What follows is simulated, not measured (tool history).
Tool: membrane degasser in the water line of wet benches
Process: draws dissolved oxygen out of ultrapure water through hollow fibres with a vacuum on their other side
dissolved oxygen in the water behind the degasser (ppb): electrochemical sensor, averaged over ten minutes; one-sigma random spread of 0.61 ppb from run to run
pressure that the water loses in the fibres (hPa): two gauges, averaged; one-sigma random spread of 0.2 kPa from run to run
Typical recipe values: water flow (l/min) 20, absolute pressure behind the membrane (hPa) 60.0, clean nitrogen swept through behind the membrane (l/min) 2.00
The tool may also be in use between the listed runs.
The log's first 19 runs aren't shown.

run    hour  water flow (l/min)  absolute pressure behind the membrane (hPa)  clean nitrogen swept through behind the membrane (l/min)  hours since the membrane was changed  hours since the vacuum gauge was calibrated  hours since the vacuum lines were made tight  dissolved oxygen in the water behind the degasser (ppb)  pressure that the water loses in the fibres (hPa)
 20   861.2                  20                                         44.3                                                      1.25                                  2598                                          226                                           297                                                     54.1                                              434.7
 21   931.6                  14                                         88.6                                                      1.40                                  2668                                          297                                           367                                                    137.3                                              309.6
      968.6  -- vacuum gauge calibrated, once more
 22   979.8                  15                                        145.0                                                      1.40                                  2716                                           11                                           415                                                    278.3                                              327.4
 23  1015.6                  31                                        121.3                                                      2.00                                  2752                                           47                                           451                                                    339.3                                              677.7
 24  1062.3                  31                                        121.3                                                      2.00                                  2798                                           94                                           498                                                    334.9                                              680.3
 25  1106.9                  20                                         72.3                                                      2.24                                  2843                                          138                                           542                                                     87.7                                              437.1
 26  1147.4                  26                                         38.3                                                      3.12                                  2884                                          179                                           583                                                     27.4                                              570.1
 27  1207.9                  25                                         37.7                                                      3.46                                  2944                                          239                                           643                                                     23.3                                              548.6
 28  1252.9                  27                                         96.8                                                      2.77                                  2989                                          284                                           688                                                    166.5                                              589.9
 29  1316.2                  27                                         96.8                                                      2.77                                  3052                                          348                                           751                                                    166.9                                              592.0
 30  1387.3                  16                                         60.0                                                      4.61                                  3124                                          419                                           823                                                     26.1                                              351.0
 31  1434.3                  14                                         58.2                                                      3.82                                  3170                                          466                                           870                                                     24.7                                              308.1
 32  1486.9                  14                                         58.2                                                      3.82                                  3223                                          518                                           922                                                     24.1                                              307.4

Here are 3 independent what-if runs from the current tool condition. What would each one return?
  A  1552.8                  14                                         91.8                                                      5.51                                  3289                                          584                                           988                                                        ?                                                  ?
  B  1552.8                  18                                         96.6                                                      5.36                                  3289                                          584                                           988                                                        ?                                                  ?
  C  1552.8                  20                                        122.6                                                      2.00                                  3289                                          584                                           988                                                        ?                                                  ?

run  dissolved oxygen in the water behind the degasser (ppb)  pressure that the water loses in the fibres (hPa)
  A                                                     38.5                                              310.1
  B                                                     56.0                                              396.2
  C                                                    217.1                                              439.3
The same runs, with their run-to-run variation unchanged, on a tool lacking any hidden condition would have given:
run  dissolved oxygen in the water behind the degasser (ppb)  pressure that the water loses in the fibres (hPa)
  A                                                     38.1                                              306.7
  B                                                     55.3                                              391.9
  C                                                    215.3                                              434.5
